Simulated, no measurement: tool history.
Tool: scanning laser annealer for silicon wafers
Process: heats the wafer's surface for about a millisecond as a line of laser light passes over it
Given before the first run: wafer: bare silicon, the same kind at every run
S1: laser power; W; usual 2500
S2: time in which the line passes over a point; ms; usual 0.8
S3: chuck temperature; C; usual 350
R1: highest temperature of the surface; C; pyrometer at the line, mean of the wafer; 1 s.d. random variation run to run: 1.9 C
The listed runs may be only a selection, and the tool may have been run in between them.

| run | day | S1 | S2 | S3 | R1 |
|---|---|---|---|---|---|
| 1 | 0 | 2500 | 0.8 | 350 | 1087 |
| 2 | 2.392 | 2500 | 0.8 | 350 | 1090 |
| 3 | 6.212 | 2500 | 0.8 | 368 | 1106 |
| 4 | 9.588 | 2500 | 0.8 | 368 | 1103 |
| 5 | 12.946 | 2500 | 0.8 | 377 | 1112 |
| 6 | 15.692 | 2500 | 0.8 | 377 | 1108 |
| 7 | 18.288 | 2500 | 0.8 | 377 | 1107 |
| 8 | 20.846 | 2500 | 0.8 | 358 | 1090 |
| 9 | 24.288 | 2500 | 0.8 | 358 | 1090 |
| 10 | 27.467 | 2500 | 0.8 | 358 | 1084 |
| 11 | 31.296 | 2500 | 0.8 | 358 | 1083 |
| 12 | 34.85 | 2500 | 0.8 | 358 | 1080 |
| 13 | 38.042 | 2500 | 0.654 | 358 | 1013 |
|  | 38.567 | optics aligned, line set to its width |
| 14 | 41.838 | 2500 | 0.8 | 350 | 1066 |
| 15 | 44.912 | 2684 | 0.8 | 350 | 1127 |
| 16 | 47.696 | 2500 | 0.593 | 350 | 969 |
| 17 | 50.471 | 2500 | 0.8 | 350 | 1064 |
| 18 | 52.404 | 2500 | 0.8 | 347 | 1063 |
|  | 53.029 | window over the wafer cleaned |
| 19 | 56.254 | 2500 | 0.8 | 347 | 1071 |
|  | 57.458 | optics aligned, line set to its width, once more |
| 20 | 60.208 | 2500 | 0.635 | 350 | 1016 |
| 21 | 62.529 | 2299 | 0.688 | 310 | 938 |
| 22 | 64.558 | 2299 | 0.688 | 310 | 935 |
| 23 | 67.796 | 2188 | 0.604 | 343 | 900 |
| 24 | 69.575 | 2188 | 0.604 | 343 | 895 |
| 25 | 73.379 | 2188 | 0.604 | 343 | 898 |
| 26 | 76.862 | 2188 | 0.604 | 343 | 898 |
| 27 | 79.617 | 2491 | 0.604 | 343 | 982 |
| 28 | 81.446 | 2684 | 0.958 | 365 | 1228 |
| 29 | 85.188 | 2452 | 0.665 | 340 | 995 |
| 30 | 88.142 | 2500 | 0.98 | 350 | 1157 |
| 31 | 91.579 | 2605 | 0.87 | 362 | 1160 |
| 32 | 95.467 | 2323 | 0.844 | 320 | 1007 |
| 33 | 98.888 | 2531 | 0.721 | 343 | 1045 |
| 34 | 101.362 | 2531 | 0.799 | 384 | 1119 |
| 35 | 103.612 | 2531 | 0.799 | 384 | 1118 |
| 36 | 106.233 | 2531 | 0.799 | 384 | 1118 |
| 37 | 108.183 | 2531 | 0.799 | 384 | 1120 |
| 38 | 111.917 | 2500 | 0.91 | 318 | 1085 |
| 39 | 114.854 | 2500 | 0.722 | 379 | 1062 |
| 40 | 116.617 | 2500 | 0.722 | 342 | 1025 |

Run by run, hidden condition taken away, random variation retained:
What the log doesn't record here: light that passes the window, % of a clean one's; laser's true power over the reading, %; width of the line over the set one, %; drift of the gauge itself on peak_c, C.
| run | R1 |
|---|---|
| 1 | 1101 |
| 2 | 1105 |
| 3 | 1123 |
| 4 | 1121 |
| 5 | 1131 |
| 6 | 1129 |
| 7 | 1130 |
| 8 | 1114 |
| 9 | 1115 |
| 10 | 1111 |
| 11 | 1112 |
| 12 | 1110 |
| 13 | 1042 |
| 14 | 1101 |
| 15 | 1167 |
| 16 | 1001 |
| 17 | 1104 |
| 18 | 1103 |
| 19 | 1101 |
| 20 | 1025 |
| 21 | 947 |
| 22 | 945 |
| 23 | 911 |
| 24 | 906 |
| 25 | 910 |
| 26 | 912 |
| 27 | 999 |
| 28 | 1253 |
| 29 | 1015 |
| 30 | 1184 |
| 31 | 1188 |
| 32 | 1034 |
| 33 | 1073 |
| 34 | 1150 |
| 35 | 1150 |
| 36 | 1151 |
| 37 | 1154 |
| 38 | 1122 |
| 39 | 1098 |
| 40 | 1061 |
